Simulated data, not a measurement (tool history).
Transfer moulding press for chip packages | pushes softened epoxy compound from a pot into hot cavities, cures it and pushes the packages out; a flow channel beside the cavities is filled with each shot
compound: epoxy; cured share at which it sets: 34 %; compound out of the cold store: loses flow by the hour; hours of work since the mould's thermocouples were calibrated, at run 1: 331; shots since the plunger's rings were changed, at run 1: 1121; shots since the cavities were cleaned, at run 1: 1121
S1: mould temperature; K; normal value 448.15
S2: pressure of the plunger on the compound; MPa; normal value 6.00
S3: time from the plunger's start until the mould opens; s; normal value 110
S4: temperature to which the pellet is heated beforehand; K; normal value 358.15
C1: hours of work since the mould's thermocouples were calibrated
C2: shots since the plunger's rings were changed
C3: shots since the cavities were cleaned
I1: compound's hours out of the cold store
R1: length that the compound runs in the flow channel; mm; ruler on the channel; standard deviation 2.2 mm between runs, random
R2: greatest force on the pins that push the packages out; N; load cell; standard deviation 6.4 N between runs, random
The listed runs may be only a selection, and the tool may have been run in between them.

| run | day | S1 | S2 | S3 | S4 | C1 | C2 | C3 | I1 | R1 | R2 |
|---|---|---|---|---|---|---|---|---|---|---|---|
| 1 | 0.000 | 448.15 | 6.00 | 110 | 358.15 | 331 | 1121 | 1121 | 28.0 | 520 | 489 |
|  | 0.129 | cavities cleaned with cleaning compound and waxed |
| 2 | 0.617 | 448.15 | 6.00 | 110 | 358.15 | 338 | 1237 | 102 | 23.2 | 525 | 289 |
| 3 | 1.833 | 448.15 | 6.00 | 110 | 358.15 | 353 | 1492 | 357 | 33.4 | 513 | 364 |
| 4 | 2.538 | 448.15 | 6.00 | 110 | 358.15 | 362 | 1639 | 504 | 15.9 | 534 | 406 |
| 5 | 3.396 | 448.15 | 6.00 | 90 | 358.15 | 373 | 1818 | 683 | 38.2 | 505 | 508 |
| 6 | 4.117 | 448.15 | 5.81 | 110 | 358.15 | 382 | 1969 | 834 | 21.5 | 514 | 437 |
| 7 | 4.962 | 448.15 | 6.00 | 110 | 358.15 | 393 | 2146 | 1011 | 9.9 | 537 | 455 |
|  | 5.600 | cavities cleaned with cleaning compound and waxed |
| 8 | 6.142 | 448.15 | 6.00 | 110 | 364.15 | 407 | 2380 | 114 | 26.5 | 513 | 303 |
| 9 | 7.071 | 448.15 | 6.00 | 110 | 364.15 | 419 | 2574 | 308 | 35.2 | 507 | 332 |
| 10 | 7.992 | 452.15 | 6.00 | 110 | 358.15 | 430 | 2767 | 501 | 23.3 | 505 | 366 |
| 11 | 8.892 | 448.15 | 6.00 | 110 | 363.15 | 442 | 2955 | 689 | 34.3 | 502 | 427 |
| 12 | 10.092 | 448.15 | 6.00 | 110 | 358.15 | 457 | 3206 | 940 | 15.7 | 526 | 448 |
|  | 11.042 | cavities cleaned with cleaning compound and waxed |
| 13 | 11.200 | 448.15 | 6.00 | 110 | 358.15 | 470 | 3425 | 34 | 43.4 | 490 | 266 |
| 14 | 12.233 | 448.15 | 6.00 | 138 | 365.15 | 483 | 3641 | 250 | 26.5 | 509 | 308 |
| 15 | 13.438 | 448.15 | 6.00 | 132 | 360.15 | 498 | 3892 | 501 | 29.9 | 508 | 371 |
| 16 | 14.488 | 448.15 | 4.95 | 101 | 360.15 | 512 | 4113 | 722 | 47.4 | 439 | 430 |
| 17 | 15.204 | 448.15 | 6.00 | 101 | 360.15 | 521 | 4262 | 871 | 27.2 | 504 | 464 |
|  | 15.821 | plunger's sealing rings changed |
| 18 | 15.979 | 448.15 | 6.00 | 101 | 360.15 | 529 | 33 | 1012 | 38.6 | 511 | 472 |
|  | 16.154 | mould's thermocouples calibrated |
|  | 16.688 | cavities cleaned with cleaning compound and waxed |
| 19 | 17.312 | 448.15 | 6.00 | 101 | 360.15 | 14 | 281 | 131 | 42.4 | 512 | 302 |
| 20 | 18.038 | 448.15 | 6.00 | 97 | 358.15 | 23 | 433 | 283 | 41.7 | 508 | 354 |
| 21 | 18.575 | 448.15 | 6.00 | 97 | 358.15 | 30 | 545 | 395 | 12.0 | 544 | 379 |
| 22 | 19.142 | 455.15 | 7.00 | 102 | 367.15 | 37 | 664 | 514 | 27.0 | 543 | 371 |
| 23 | 20.421 | 455.15 | 7.00 | 102 | 367.15 | 53 | 931 | 781 | 15.8 | 557 | 399 |
|  | 20.650 | mould's thermocouples calibrated, once more |
| 24 | 21.258 | 455.15 | 7.00 | 102 | 367.15 | 8 | 1089 | 939 | 44.5 | 526 | 415 |
|  | 22.229 | cavities cleaned with cleaning compound and waxed |
| 25 | 22.425 | 454.15 | 6.97 | 94 | 366.15 | 22 | 1320 | 41 | 25.7 | 549 | 263 |

Forecast each of these 5 alternatives for the next run:
| A | 23.167 | 454.15 | 6.97 | 134 | 366.15 | 31 | 1475 | 196 | 10.8 | ? | ? |
| B | 23.167 | 454.15 | 6.00 | 110 | 365.15 | 31 | 1475 | 196 | 45.8 | ? | ? |
| C | 23.167 | 442.15 | 6.97 | 104 | 350.15 | 31 | 1475 | 196 | 26.1 | ? | ? |
| D | 23.167 | 448.15 | 7.10 | 100 | 350.15 | 31 | 1475 | 196 | 41.6 | ? | ? |
| E | 23.167 | 454.15 | 7.45 | 94 | 357.15 | 31 | 1475 | 196 | 27.8 | ? | ? |

| run | R1 | R2 |
|---|---|---|
| A | 564 | 299 |
| B | 481 | 313 |
| C | 587 | 446 |
| D | 549 | 345 |
| E | 566 | 310 |
What these runs would have given with no unlogged condition in the tool:
| run | R1 | R2 |
|---|---|---|
| A | 573 | 234 |
| B | 488 | 246 |
| C | 596 | 349 |
| D | 558 | 270 |
| E | 575 | 243 |
